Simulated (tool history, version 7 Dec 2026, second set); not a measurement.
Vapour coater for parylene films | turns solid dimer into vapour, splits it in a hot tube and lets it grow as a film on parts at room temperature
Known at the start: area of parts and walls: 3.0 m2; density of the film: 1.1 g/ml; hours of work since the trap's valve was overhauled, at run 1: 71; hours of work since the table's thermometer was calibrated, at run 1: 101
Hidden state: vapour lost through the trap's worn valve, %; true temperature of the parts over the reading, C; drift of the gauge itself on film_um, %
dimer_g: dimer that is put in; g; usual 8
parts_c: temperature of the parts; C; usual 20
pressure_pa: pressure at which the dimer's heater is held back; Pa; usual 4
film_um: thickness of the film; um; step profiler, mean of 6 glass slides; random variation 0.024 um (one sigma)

run    day  dimer_g  parts_c  pressure_pa  hours of work since the trap's valve was overhauled  hours of work since the table's thermometer was calibrated  film_um
  1      0        8       20            4                                                   71                                                         101     1.62
  2  0.321        8       20            4                                                   76                                                         106     1.64
  3  0.771        8       20            4                                                   83                                                         113     1.61
  4  1.046        8       20            4                                                   87                                                         118     1.62
  5  1.583        8       20            4                                                   96                                                         126     1.67
  6  2.021        8       20            4                                                  103                                                         133     1.61
  7  2.492        4       20            4                                                  111                                                         141     0.78
  8   3.05        4       20         7.78                                                  119                                                         150     0.77
  9  3.642        4       20         7.78                                                  129                                                         159     0.75
 10  3.975        3       20          5.2                                                  134                                                         165     0.56
 11  4.521        3       20          5.2                                                  143                                                         174     0.63
 12  5.112        3       20          5.2                                                  152                                                         183     0.59
 13  5.546        6       19          5.2                                                  159                                                         190     1.22
 14  5.938        6       19          5.2                                                  166                                                         196     1.17
 15  6.542        6       19          5.2                                                  175                                                         206     1.18
 16  6.871        7       24         2.22                                                  181                                                         211     1.27
 17  7.471        7       24         2.22                                                  190                                                         221     1.26
 18  7.754        7       24         2.22                                                  195                                                         225     1.22

The same runs without the tool's hidden state, with the same run-to-run variation:
run  film_um
  1     1.66
  2     1.68
  3     1.66
  4     1.67
  5     1.72
  6     1.66
  7     0.81
  8      0.8
  9     0.78
 10     0.59
 11     0.66
 12     0.62
 13     1.29
 14     1.24
 15     1.26
 16     1.35
 17     1.34
 18     1.31

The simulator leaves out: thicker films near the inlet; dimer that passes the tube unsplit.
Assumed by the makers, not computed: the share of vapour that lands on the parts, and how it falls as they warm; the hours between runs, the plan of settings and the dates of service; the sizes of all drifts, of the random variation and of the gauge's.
